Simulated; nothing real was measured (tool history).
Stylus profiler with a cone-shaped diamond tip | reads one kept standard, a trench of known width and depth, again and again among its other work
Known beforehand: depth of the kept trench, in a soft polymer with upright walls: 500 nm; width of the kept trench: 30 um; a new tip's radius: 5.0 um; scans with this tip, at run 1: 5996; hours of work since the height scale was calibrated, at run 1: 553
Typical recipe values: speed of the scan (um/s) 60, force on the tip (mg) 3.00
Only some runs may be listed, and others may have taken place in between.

run,hour,speed of the scan (um/s),force on the tip (mg),scans with this tip,hours of work since the height scale was calibrated,depth of the trench (angstrom),width of the trench's floor (um)
1,0.0,60,3.00,5996,553,5035.1,25.43
2,87.2,188,3.00,6564,606,5032.4,25.06
3,171.5,188,3.00,7113,656,5037.2,25.01
4,252.8,188,3.00,7643,705,5034.9,24.99
5,341.2,60,3.00,8219,759,5038.3,25.41
6,386.1,60,3.00,8511,785,5038.5,25.41
7,471.7,60,3.00,9069,837,5034.5,25.36
8,543.5,60,3.00,9536,880,5033.4,25.40
9,642.6,54,3.00,10182,940,5034.0,25.47
10,693.6,54,3.00,10515,970,5036.4,25.47
11,735.5,54,3.00,10787,996,5038.8,25.44
12,838.4,99,3.00,11458,1058,5033.4,25.30
13,905.0,147,3.00,11892,1098,5034.8,25.11
14,962.9,147,3.00,12269,1132,5037.4,25.19
15,1008.1,18,3.00,12563,1160,5036.5,25.62
16,1054.1,18,3.00,12863,1187,5036.8,25.60
17,1114.8,18,6.57,13259,1224,5062.4,25.59
18,1217.9,18,6.57,13930,1286,5058.4,25.64
19,1311.5,60,4.51,14540,1342,5049.5,25.46
20,1402.9,55,4.51,15136,1397,5047.7,25.48
21,1455.0,60,2.39,15475,1428,5028.7,25.34
22,1516.8,60,2.39,15878,1465,5032.8,25.41
23,1566.1,60,2.39,16199,1495,5029.8,25.39
24,1638.0,105,3.99,16668,1538,5043.5,25.30
25,1736.0,105,3.99,17306,1597,5042.6,25.26
26,1831.8,105,3.99,17930,1655,5045.7,25.37
27,1893.9,66,1.23,18335,1692,5019.4,25.30
28,1953.4,18,2.08,18722,1728,5030.8,25.57
29,2054.1,60,1.11,19378,1789,5020.8,25.34
30,2141.0,60,3.66,19944,1841,5045.1,25.40
31,2229.9,60,3.66,20524,1894,5041.6,25.44
32,2304.2,60,3.66,21008,1939,5040.8,25.47
33,2401.2,31,2.17,21640,1997,5030.0,25.52
34,2450.6,36,6.67,21961,2027,5058.4,25.52
35,2520.6,52,3.00,22417,2069,5034.5,25.45
36,2590.5,114,1.36,22873,2111,5022.0,25.04
37,2661.5,107,3.55,23336,2154,5041.7,25.27
38,2706.9,121,2.52,23631,2181,5035.6,25.20
39,2752.5,72,4.89,23929,2209,5050.7,25.46
# hour 2791.9: height scale calibrated on a step standard
40,2805.9,60,3.19,24273,8,5034.4,25.42
41,2883.8,60,3.19,24781,55,5039.7,25.44
42,2968.2,76,2.89,25331,106,5035.2,25.33
43,3036.2,76,2.89,25773,147,5036.4,25.33
44,3109.5,43,8.76,26251,191,5074.2,25.54
45,3187.9,43,8.76,26762,238,5072.8,25.61
46,3252.2,94,2.35,27181,277,5030.9,25.20

Predict each of these 3 candidate next runs independently; none follows another, all start after run 46:
A,3310.6,53,1.44,27561,312,?,?
B,3310.6,44,1.06,27561,312,?,?
C,3310.6,91,7.81,27561,312,?,?

run,depth of the trench (angstrom),width of the trench's floor (um)
A,5021.9,25.36
B,5014.4,25.39
C,5069.2,25.41
Had the tool no hidden state, the same runs would have come out as:
run,depth of the trench (angstrom),width of the trench's floor (um)
A,5021.8,25.39
B,5014.3,25.42
C,5069.1,25.44
